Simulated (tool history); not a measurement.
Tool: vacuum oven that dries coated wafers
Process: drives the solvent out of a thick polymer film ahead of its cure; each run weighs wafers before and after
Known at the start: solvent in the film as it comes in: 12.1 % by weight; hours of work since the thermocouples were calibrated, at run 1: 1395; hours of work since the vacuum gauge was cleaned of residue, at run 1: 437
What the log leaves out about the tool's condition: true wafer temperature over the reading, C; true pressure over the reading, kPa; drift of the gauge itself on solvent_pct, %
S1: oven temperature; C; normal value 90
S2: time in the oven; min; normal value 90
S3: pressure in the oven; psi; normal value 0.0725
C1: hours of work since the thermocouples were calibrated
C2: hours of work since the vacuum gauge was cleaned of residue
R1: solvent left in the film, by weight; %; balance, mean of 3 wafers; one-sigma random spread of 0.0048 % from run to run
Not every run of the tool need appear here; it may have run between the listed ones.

Run 1, day 0: usual settings; C1 1395; C2 437. Result: R1 0.617 %.
Run 2, day 0.95: usual settings but S3 0.1201 psi; C1 1411; C2 453. Result: R1 0.86 %.
Run 3, day 1.729: usual settings but S3 0.1201 psi; C1 1424; C2 466. Result: R1 0.862 %.
Run 4, day 2.575: usual settings but S3 0.1201 psi; C1 1438; C2 480. Result: R1 0.852 %.
Run 5, day 3.758: usual settings but S3 0.1201 psi; C1 1458; C2 499. Result: R1 0.854 %.
Run 6, day 4.762: usual settings; C1 1474; C2 516. Result: R1 0.617 %.
Run 7, day 5.592: usual settings but S2 52 min; C1 1488; C2 530. Result: R1 1.442 %.
Run 8, day 6.767: usual settings but S2 52 min; C1 1508; C2 550. Result: R1 1.438 %.
Run 9, day 7.979: usual settings but S2 52 min; C1 1528; C2 570. Result: R1 1.431 %.
Run 10, day 8.504: usual settings; C1 1537; C2 578. Result: R1 0.613 %.
At day 8.683: oven's thermocouples calibrated.
Run 11, day 9.25: usual settings; C1 9; C2 590. Result: R1 0.882 %.
Run 12, day 9.867: usual settings but S2 160 min; C1 20; C2 600. Result: R1 0.503 %.
Run 13, day 10.542: usual settings; C1 31; C2 611. Result: R1 0.88 %.
Run 14, day 11.629: usual settings but S3 0.1146 psi; C1 49; C2 629. Result: R1 1.11 %.
Run 15, day 12.338: usual settings but S3 0.1146 psi; C1 61; C2 641. Result: R1 1.098 %.
Run 16, day 13.6: usual settings but S1 104 C; C1 82; C2 662. Result: R1 0.293 %.
Run 17, day 14.242: usual settings but S1 76 C; C1 93; C2 673. Result: R1 3.68 %.
Run 18, day 15.383: usual settings but S3 0.2851 psi; C1 112; C2 692. Result: R1 2.018 %.
Run 19, day 16.262: usual settings but S3 0.2851 psi; C1 126; C2 706. Result: R1 2.006 %.
Run 20, day 16.933: usual settings but S3 0.2851 psi; C1 137; C2 718. Result: R1 2.008 %.
Run 21, day 17.975: usual settings but S3 0.1964 psi; C1 155; C2 735. Result: R1 1.536 %.
Run 22, day 19.238: usual settings; C1 176; C2 756. Result: R1 0.866 %.
Run 23, day 19.833: usual settings but S1 102 C; C1 186; C2 766. Result: R1 0.307 %.
Run 24, day 20.917: usual settings but S1 102 C; C1 204; C2 784. Result: R1 0.322 %.
Run 25, day 21.979: usual settings but S1 101 C, S2 55 min, S3 0.2741 psi; C1 222; C2 802. Result: R1 1.22 %.
Run 26, day 23.242: usual settings but S1 85 C, S2 135 min, S3 0.0921 psi; C1 243; C2 823. Result: R1 1.022 %.
Run 27, day 23.817: usual settings but S1 75 C, S2 135 min, S3 0.1414 psi; C1 252; C2 832. Result: R1 3.197 %.
Run 28, day 24.917: usual settings but S1 104 C, S2 47 min, S3 0.1826 psi; C1 271; C2 851. Result: R1 0.79 %.
Run 29, day 25.95: usual settings but S3 0.0464 psi; C1 288; C2 868. Result: R1 0.731 %.
Run 30, day 27.05: usual settings but S2 79 min; C1 306; C2 886. Result: R1 1.036 %.
Run 31, day 28.221: usual settings but S1 92 C, S2 57 min; C1 326; C2 906. Result: R1 1.343 %.
Run 32, day 28.958: usual settings but S1 92 C, S2 57 min; C1 338; C2 918. Result: R1 1.335 %.
Run 33, day 29.492: usual settings but S2 142 min; C1 347; C2 927. Result: R1 0.553 %.
Run 34, day 30.438: usual settings but S1 82 C, S3 0.2354 psi; C1 363; C2 943. Result: R1 3.153 %.
Run 35, day 31.417: usual settings but S1 82 C, S3 0.2354 psi; C1 379; C2 959. Result: R1 3.147 %.
Run 36, day 31.971: usual settings but S1 94 C, S2 125 min, S3 0.1278 psi; C1 388; C2 968. Result: R1 0.715 %.
Run 37, day 32.962: usual settings but S1 101 C, S2 153 min, S3 0.0706 psi; C1 405; C2 985. Result: R1 0.329 %.
Run 38, day 34.192: usual settings but S1 101 C, S2 153 min, S3 0.0706 psi; C1 425; C2 1005. Result: R1 0.328 %.
Run 39, day 34.979: usual settings but S1 103 C, S3 0.0364 psi; C1 438; C2 1018. Result: R1 0.198 %.
Run 40, day 35.962: usual settings but S1 85 C, S3 0.1896 psi; C1 455; C2 1035. Result: R1 2.208 %.
Run 41, day 36.546: usual settings but S1 102 C; C1 464; C2 1044. Result: R1 0.332 %.
Run 42, day 37.367: usual settings but S1 102 C; C1 478; C2 1058. Result: R1 0.329 %.
Run 43, day 38.208: usual settings but S1 92 C, S3 0.0511 psi; C1 492; C2 1072. Result: R1 0.578 %.
Run 44, day 39.112: usual settings but S1 89 C, S2 119 min, S3 0.0511 psi; C1 507; C2 1087. Result: R1 0.575 %.
Run 45, day 40.358: usual settings but S1 89 C, S2 119 min, S3 0.0511 psi; C1 528; C2 1108. Result: R1 0.563 %.
Run 46, day 40.996: usual settings but S1 87 C, S3 0.1526 psi; C1 538; C2 1119. Result: R1 1.627 %.

For some of the steps in R1 from one run to the next: how much would appear even if the tool had no hidden state, given the settings, what came in and random variation, and how much remains for the hidden state plus any gauge scatter that the measured result and the result without hidden state don't share?
Run 6 -> 7: S2 90 -> 52. R1 +0.825 %: hidden state -0.327, all else +1.152.
Run 9 -> 10: S2 52 -> 90. R1 -0.818 %: hidden state +0.334, all else -1.152.
Run 10 -> 11: oven's thermocouples calibrated. R1 +0.269 %: hidden state +0.271, all else -0.002.
Run 16 -> 17: S1 104 -> 76. R1 +3.387 %: hidden state -0.021, all else +3.408.
Run 33 -> 34: S1 90 -> 82, S2 142 -> 90, S3 0.0725 -> 0.2354. R1 +2.6 %: hidden state -0.149, all else +2.749.
Run 35 -> 36: S1 82 -> 94, S2 90 -> 125, S3 0.2354 -> 0.1278. R1 -2.432 %: hidden state +0.145, all else -2.577.

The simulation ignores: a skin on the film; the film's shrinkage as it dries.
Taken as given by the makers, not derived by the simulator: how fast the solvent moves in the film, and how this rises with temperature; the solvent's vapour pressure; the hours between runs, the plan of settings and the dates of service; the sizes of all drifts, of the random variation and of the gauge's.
